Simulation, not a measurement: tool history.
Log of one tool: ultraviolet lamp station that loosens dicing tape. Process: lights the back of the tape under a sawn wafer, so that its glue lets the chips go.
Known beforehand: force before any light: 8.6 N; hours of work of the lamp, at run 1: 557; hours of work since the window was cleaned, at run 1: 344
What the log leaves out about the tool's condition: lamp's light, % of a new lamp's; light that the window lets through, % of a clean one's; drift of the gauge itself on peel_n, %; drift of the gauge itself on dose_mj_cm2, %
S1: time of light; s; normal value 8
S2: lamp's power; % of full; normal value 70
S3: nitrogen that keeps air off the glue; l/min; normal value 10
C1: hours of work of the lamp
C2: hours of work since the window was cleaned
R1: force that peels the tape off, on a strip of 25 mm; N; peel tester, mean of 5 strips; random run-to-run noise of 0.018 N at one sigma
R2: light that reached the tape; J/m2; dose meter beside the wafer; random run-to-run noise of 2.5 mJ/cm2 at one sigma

run	hour	S1	S2	S3	C1	C2	R1	R2
1	0	8	70	10	557	344	1.184	2720
2	31.1	8	69	10	579	366	1.213	2630
3	47.9	8	70	8	591	378	1.405	2680
4	66.2	8	70	8	604	391	1.412	2700
5	102.8	8	70	8	630	417	1.432	2640
6	137.9	8	61	8	655	442	1.764	2270
7	169.8	8	70	4	677	464	2.256	2600
# hour 172.3: window cleaned of glue's vapour
8	201.6	8	70	4	699	21	2.234	2580
9	216.9	8	70	4	710	32	2.297	2610
10	241	8	70	4	727	49	2.37	2520
# hour 265.6: window cleaned of glue's vapour, once more
11	273.1	8	70	4	750	5	2.233	2640
12	296.8	8	95	10	767	22	0.679	3620
13	328.9	8	95	10	789	45	0.672	3560
14	356.5	8	95	10	809	65	0.668	3530
15	390.8	5	95	16	833	89	1.199	2200
16	409.1	8	96	7	846	102	0.907	3530
17	440.4	8	70	16	868	124	0.903	2590
18	470.4	8	74	8	890	145	1.351	2730
19	491.3	4	74	4	905	160	4.328	1300
20	517.2	15	93	4	923	178	0.477	6280
21	549.1	10	93	16	946	201	0.339	4170
22	569.1	5	75	4	960	215	3.646	1670
23	585.3	10	93	10	971	227	0.473	4150
24	605.3	10	98	10	985	241	0.465	4390
25	636.6	5	68	5	1008	263	3.598	1480

What if the next run were any one of these 4? Each begins from the tool's condition after run 25:
A	653.2	5	83	5	1019	275	?	?
B	653.2	7	68	7	1019	275	?	?
C	653.2	7	95	5	1019	275	?	?
D	653.2	10	70	10	1019	275	?	?

run	R1	R2
A	3.093	1810
B	2.17	2100
C	1.665	2910
D	0.879	3060
Had the tool no hidden state, the same runs would have come out as:
run	R1	R2
A	2.349	2310
B	1.524	2680
C	1.105	3700
D	0.538	3900
